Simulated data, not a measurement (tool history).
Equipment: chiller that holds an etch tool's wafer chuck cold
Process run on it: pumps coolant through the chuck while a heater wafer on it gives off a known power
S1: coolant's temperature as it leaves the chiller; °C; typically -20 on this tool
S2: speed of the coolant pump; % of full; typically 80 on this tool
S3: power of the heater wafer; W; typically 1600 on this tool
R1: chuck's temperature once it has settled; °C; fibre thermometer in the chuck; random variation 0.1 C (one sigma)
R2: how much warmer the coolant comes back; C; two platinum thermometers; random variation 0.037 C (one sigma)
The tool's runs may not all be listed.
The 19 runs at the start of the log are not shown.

{"run": 20, "hour": 1039.1, "S1": -13, "S2": 62, "S3": 2211, "R1": 14.4, "R2": 12.95}
{"hour": 1062.1, "done": "coolant pump overhauled, once more"}
{"run": 21, "hour": 1113.7, "S1": -20, "S2": 80, "S3": 882, "R1": -11.3, "R2": 3.89}
{"run": 22, "hour": 1160.4, "S1": -14, "S2": 80, "S3": 2123, "R1": 8.2, "R2": 9.5}
{"run": 23, "hour": 1192.2, "S1": -14, "S2": 80, "S3": 2123, "R1": 8.1, "R2": 9.54}
{"run": 24, "hour": 1238.0, "S1": -14, "S2": 80, "S3": 2123, "R1": 8.3, "R2": 9.49}
{"run": 25, "hour": 1307.6, "S1": -24, "S2": 80, "S3": 1600, "R1": -7.4, "R2": 7.13}
{"run": 26, "hour": 1360.6, "S1": -24, "S2": 85, "S3": 1600, "R1": -8.2, "R2": 6.77}
{"run": 27, "hour": 1432.8, "S1": -24, "S2": 85, "S3": 1600, "R1": -8.1, "R2": 6.72}
{"run": 28, "hour": 1476.2, "S1": -20, "S2": 80, "S3": 1530, "R1": -4.2, "R2": 6.85}
{"run": 29, "hour": 1513.5, "S1": -20, "S2": 69, "S3": 1469, "R1": -3.3, "R2": 7.64}
{"run": 30, "hour": 1570.7, "S1": -20, "S2": 69, "S3": 1469, "R1": -3.5, "R2": 7.67}
{"run": 31, "hour": 1601.1, "S1": -20, "S2": 69, "S3": 1469, "R1": -3.2, "R2": 7.64}

Forecast each of these 4 alternatives for the next run:
{"run": "A", "hour": 1652.4, "S1": -25, "S2": 97, "S3": 972, "R1": "?", "R2": "?"}
{"run": "B", "hour": 1652.4, "S1": -17, "S2": 83, "S3": 1283, "R1": "?", "R2": "?"}
{"run": "C", "hour": 1652.4, "S1": -20, "S2": 71, "S3": 1600, "R1": "?", "R2": "?"}
{"run": "D", "hour": 1652.4, "S1": -26, "S2": 85, "S3": 938, "R1": "?", "R2": "?"}

run=A R1=-16.3 R2=3.63
run=B R1=-4.2 R2=5.59
run=C R1=-2.1 R2=8.08
run=D R1=-17.1 R2=3.98
With the hidden condition removed and each run's random variation left untouched, the same runs would have given:
run=A R1=-16 R2=3.61
run=B R1=-4.3 R2=5.55
run=C R1=-2.5 R2=8.03
run=D R1=-16.8 R2=3.96
